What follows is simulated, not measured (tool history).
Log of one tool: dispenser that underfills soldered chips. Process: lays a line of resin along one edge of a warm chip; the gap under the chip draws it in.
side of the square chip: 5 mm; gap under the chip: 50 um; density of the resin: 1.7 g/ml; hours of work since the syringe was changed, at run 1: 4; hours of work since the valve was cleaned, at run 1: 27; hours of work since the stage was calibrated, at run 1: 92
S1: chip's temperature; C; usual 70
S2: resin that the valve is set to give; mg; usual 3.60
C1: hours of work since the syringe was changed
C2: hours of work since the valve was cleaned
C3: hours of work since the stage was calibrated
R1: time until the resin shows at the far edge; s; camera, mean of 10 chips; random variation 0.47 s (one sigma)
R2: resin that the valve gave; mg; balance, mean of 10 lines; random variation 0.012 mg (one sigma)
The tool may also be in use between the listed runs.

run    day  S1    S2  C1   C2   C3    R1    R2
  1  0.000  70  3.60   4   27   92  47.5  3.56
     0.217  -- new syringe of resin
  2  0.312  70  4.38   2   32   97  39.9  4.34
  3  0.596  70  3.23   6   37  101  56.8  3.21
     0.679  -- new syringe of resin
  4  0.746  70  3.60   1   39  104  37.1  3.57
  5  0.975  75  3.60   5   43  107  42.5  3.55
     1.138  -- new syringe of resin
  6  1.208  68  3.60   1   47  111  42.4  3.56
  7  1.425  70  3.60   5   50  115  50.7  3.54
  8  1.562  73  3.60   7   52  117  54.6  3.57
     1.592  -- new syringe of resin
  9  1.883  73  3.60   5   57  122  46.4  3.53
     2.050  -- new syringe of resin
 10  2.117  70  3.60   1   61  126  40.0  3.55
 11  2.304  70  3.60   4   64  129  48.1  3.53
     2.500  -- new syringe of resin
 12  2.625  70  4.68   2   69  134  41.9  4.58
 13  2.800  70  4.68   5   72  137  51.0  4.56
     2.954  -- new syringe of resin
 14  2.988  70  3.67   1   75  140  37.8  3.59
 15  3.188  70  3.35   4   78  143  49.2  3.27
 16  3.354  70  3.35   7   81  146  59.0  3.28
     3.412  -- new syringe of resin
 17  3.538  70  3.35   2   84  149  43.2  3.25
 18  3.754  74  3.60   6   88  152  47.6  3.52
     3.871  -- new syringe of resin
 19  4.038  58  3.55   3   92  157  64.9  3.45
     4.329  -- new syringe of resin
 20  4.342  75  3.77   0   97  161  31.2  3.65
 21  4.642  75  4.45   5  102  166  45.2  4.31
     4.800  -- new syringe of resin
 22  4.900  75  4.45   2  106  170  34.4  4.30
 23  5.104  55  4.04   5  109  174  84.2  3.90
     5.262  -- new syringe of resin
     5.408  -- dispensing valve cleaned and set on the balance
 24  5.408  55  4.04   2    0  178  68.8  4.04
 25  5.717  73  4.25   7    5  183  51.3  4.25
     5.754  -- new syringe of resin
 26  5.883  73  4.25   2    8  186  37.5  4.25
 27  6.079  73  4.25   5   11  189  48.0  4.23
     6.204  -- new syringe of resin
 28  6.246  68  4.25   1   13  191  40.2  4.24
 29  6.450  75  4.54   4   17  195  40.3  4.53
     6.658  -- new syringe of resin
 30  6.704  74  3.63   1   21  199  33.7  3.61
 31  6.946  70  3.79   5   25  203  48.5  3.75

Measured less the same run without the tool's hidden state. The same run-to-run variation is in both; the gauge's scatter may not be:
The hidden state here: resin's viscosity, % of fresh resin's; dose that the valve gives, % of what is set; true chip temperature over the reading, C; drift of the gauge itself on fill_s, %; drift of the gauge itself on given_mg, %.
run     R1     R2
  1  +11.0  -0.03
  2   +4.2  -0.03
  3  +20.3  -0.04
  4   +2.6  -0.03
  5  +12.3  -0.04
  6   +3.9  -0.05
  7  +14.7  -0.05
  8  +21.3  -0.05
  9  +13.9  -0.06
 10   +3.4  -0.06
 11  +12.6  -0.07
 12   +6.0  -0.09
 13  +15.4  -0.10
 14   +2.5  -0.08
 15  +12.7  -0.07
 16  +22.8  -0.08
 17   +7.0  -0.08
 18  +16.5  -0.09
 19  +11.6  -0.09
 20   +1.4  -0.10
 21  +14.6  -0.14
 22   +3.9  -0.15
 23  +25.4  -0.14
 24   +8.7  +0.00
 25  +20.0  -0.01
 26   +5.5  +0.00
 27  +15.4  -0.01
 28   +2.2  -0.02
 29  +10.1  -0.02
 30   +1.4  -0.02
 31  +13.5  -0.03
